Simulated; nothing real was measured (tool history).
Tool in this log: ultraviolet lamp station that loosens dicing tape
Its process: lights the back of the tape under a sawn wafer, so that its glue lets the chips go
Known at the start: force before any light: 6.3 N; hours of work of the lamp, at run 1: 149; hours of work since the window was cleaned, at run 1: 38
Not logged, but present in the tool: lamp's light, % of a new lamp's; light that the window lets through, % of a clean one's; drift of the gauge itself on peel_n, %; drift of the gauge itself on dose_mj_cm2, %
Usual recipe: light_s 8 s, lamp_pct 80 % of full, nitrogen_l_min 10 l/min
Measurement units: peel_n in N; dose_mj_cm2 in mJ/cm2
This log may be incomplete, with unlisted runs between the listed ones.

| run | hour | light_s | lamp_pct | nitrogen_l_min | hours of work of the lamp | hours of work since the window was cleaned | peel_n | dose_mj_cm2 |
|---|---|---|---|---|---|---|---|---|
| 1 | 0 | 8 | 80 | 10 | 149 | 38 | 0.683 | 291 |
| 2 | 10.7 | 8 | 80 | 10 | 155 | 44 | 0.698 | 287 |
| 3 | 21.7 | 8 | 80 | 10 | 161 | 50 | 0.692 | 284 |
| 4 | 37.5 | 8 | 80 | 10 | 170 | 59 | 0.706 | 287 |
| 5 | 46.5 | 8 | 80 | 10 | 175 | 65 | 0.694 | 284 |
| 6 | 63.9 | 8 | 80 | 10 | 185 | 75 | 0.691 | 282 |
| 7 | 72.7 | 8 | 80 | 10 | 190 | 80 | 0.713 | 285 |
| 8 | 80.4 | 8 | 80 | 10 | 195 | 84 | 0.749 | 281 |
| 9 | 88.1 | 8 | 80 | 10 | 199 | 88 | 0.713 | 276 |
| 10 | 101.7 | 8 | 80 | 3 | 207 | 96 | 1.444 | 274 |
| 11 | 110.2 | 8 | 80 | 10 | 212 | 101 | 0.763 | 272 |
| 12 | 128.2 | 14 | 80 | 10 | 222 | 111 | 0.267 | 479 |
| 13 | 143 | 8 | 80 | 10 | 230 | 120 | 0.737 | 269 |
| 14 | 155.9 | 8 | 99 | 10 | 238 | 127 | 0.515 | 331 |
| 15 | 167.1 | 8 | 99 | 10 | 244 | 134 | 0.518 | 329 |
| 16 | 181.4 | 8 | 99 | 10 | 252 | 142 | 0.518 | 329 |
| 17 | 190 | 8 | 98 | 10 | 257 | 147 | 0.553 | 322 |
| 18 | 203 | 8 | 98 | 10 | 265 | 154 | 0.555 | 323 |
| 19 | 219.1 | 8 | 63 | 5 | 274 | 163 | 1.672 | 204 |
| 20 | 229.2 | 10 | 89 | 5 | 280 | 169 | 0.669 | 361 |
| 21 | 242.5 | 11 | 80 | 6 | 287 | 177 | 0.634 | 349 |
| 22 | 260.2 | 14 | 78 | 6 | 297 | 187 | 0.44 | 438 |
| 23 | 274.7 | 9 | 75 | 7 | 306 | 195 | 0.939 | 274 |
| 24 | 290.6 | 12 | 75 | 7 | 315 | 204 | 0.566 | 355 |
| 25 | 298.2 | 13 | 83 | 5 | 319 | 208 | 0.501 | 422 |
| 26 | 306.7 | 4 | 81 | 7 | 324 | 213 | 2.496 | 127 |
| 27 | 319.1 | 4 | 81 | 7 | 331 | 220 | 2.549 | 120 |

Alternative continuations, all from the tool just after run 27; predict every row:
| A | 337.2 | 8 | 92 | 10 | 341 | 231 | ? | ? |
| B | 337.2 | 4 | 89 | 12 | 341 | 231 | ? | ? |
| C | 337.2 | 9 | 81 | 7 | 341 | 231 | ? | ? |

| run | peel_n | dose_mj_cm2 |
|---|---|---|
| A | 0.711 | 280 |
| B | 1.956 | 140 |
| C | 0.906 | 275 |
What these runs would have given with no unlogged condition in the tool:
| run | peel_n | dose_mj_cm2 |
|---|---|---|
| A | 0.429 | 363 |
| B | 1.416 | 181 |
| C | 0.559 | 357 |

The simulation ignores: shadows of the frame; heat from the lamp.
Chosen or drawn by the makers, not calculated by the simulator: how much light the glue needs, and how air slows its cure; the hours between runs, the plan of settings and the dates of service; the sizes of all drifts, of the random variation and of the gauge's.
